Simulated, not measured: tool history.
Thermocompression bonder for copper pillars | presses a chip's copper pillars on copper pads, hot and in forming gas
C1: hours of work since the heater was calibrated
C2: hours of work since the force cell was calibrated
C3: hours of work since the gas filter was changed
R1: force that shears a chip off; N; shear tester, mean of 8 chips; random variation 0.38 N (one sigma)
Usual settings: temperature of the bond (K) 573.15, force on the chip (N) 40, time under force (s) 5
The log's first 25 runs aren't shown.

run 26 hour=395.5 | temperature_of_the_bond_(K)=551.15 force_on_the_chip_(N)=49 time_under_force_(s)=14 | C1=954 C2=869 C3=139 | R1=54.9
run 27 hour=409.5 | temperature_of_the_bond_(K)=551.15 force_on_the_chip_(N)=49 time_under_force_(s)=14 | C1=965 C2=880 C3=150 | R1=54.1
run 28 hour=430 | temperature_of_the_bond_(K)=551.15 force_on_the_chip_(N)=49 time_under_force_(s)=14 | C1=981 C2=897 C3=166 | R1=53.8
-- hour=435.4 heater calibrated with a thermocouple chip
run 29 hour=443 | temperature_of_the_bond_(K)=600.15 force_on_the_chip_(N)=40 time_under_force_(s)=5 | C1=6 C2=905 C3=175 | R1=61.2
-- hour=445.9 forming gas filter changed
run 30 hour=463.5 | temperature_of_the_bond_(K)=600.15 force_on_the_chip_(N)=40 time_under_force_(s)=5 | C1=22 C2=921 C3=14 | R1=61.1
run 31 hour=476.3 | temperature_of_the_bond_(K)=573.15 force_on_the_chip_(N)=50 time_under_force_(s)=5 | C1=32 C2=932 C3=24 | R1=50.8
run 32 hour=491.1 | temperature_of_the_bond_(K)=600.15 force_on_the_chip_(N)=50 time_under_force_(s)=14 | C1=44 C2=944 C3=36 | R1=88.3
run 33 hour=508.9 | temperature_of_the_bond_(K)=600.15 force_on_the_chip_(N)=50 time_under_force_(s)=14 | C1=58 C2=958 C3=50 | R1=88.4
run 34 hour=527.8 | temperature_of_the_bond_(K)=564.15 force_on_the_chip_(N)=31 time_under_force_(s)=6 | C1=73 C2=973 C3=65 | R1=35.2
run 35 hour=538.2 | temperature_of_the_bond_(K)=564.15 force_on_the_chip_(N)=31 time_under_force_(s)=6 | C1=82 C2=981 C3=74 | R1=35.1
run 36 hour=550.3 | temperature_of_the_bond_(K)=564.15 force_on_the_chip_(N)=31 time_under_force_(s)=6 | C1=91 C2=991 C3=83 | R1=35.7
run 37 hour=565.8 | temperature_of_the_bond_(K)=573.15 force_on_the_chip_(N)=54 time_under_force_(s)=14 | C1=104 C2=1003 C3=96 | R1=72.7
run 38 hour=580.7 | temperature_of_the_bond_(K)=573.15 force_on_the_chip_(N)=37 time_under_force_(s)=14 | C1=116 C2=1015 C3=108 | R1=60.6
run 39 hour=596.1 | temperature_of_the_bond_(K)=601.15 force_on_the_chip_(N)=25 time_under_force_(s)=14 | C1=128 C2=1027 C3=120 | R1=65.6

3 ways to go on from here, each from the tool as it stands after run 39. What would each give?
run A hour=617.3 | temperature_of_the_bond_(K)=589.15 force_on_the_chip_(N)=35 time_under_force_(s)=5 | C1=145 C2=1044 C3=137 | R1=?
run B hour=617.3 | temperature_of_the_bond_(K)=550.15 force_on_the_chip_(N)=34 time_under_force_(s)=11 | C1=145 C2=1044 C3=137 | R1=?
run C hour=617.3 | temperature_of_the_bond_(K)=580.15 force_on_the_chip_(N)=36 time_under_force_(s)=7 | C1=145 C2=1044 C3=137 | R1=?

run=A R1=49.4
run=B R1=38.8
run=C R1=51.5
Without the tool's hidden state the same runs would have given:
run=A R1=49.3
run=B R1=38.7
run=C R1=51.4
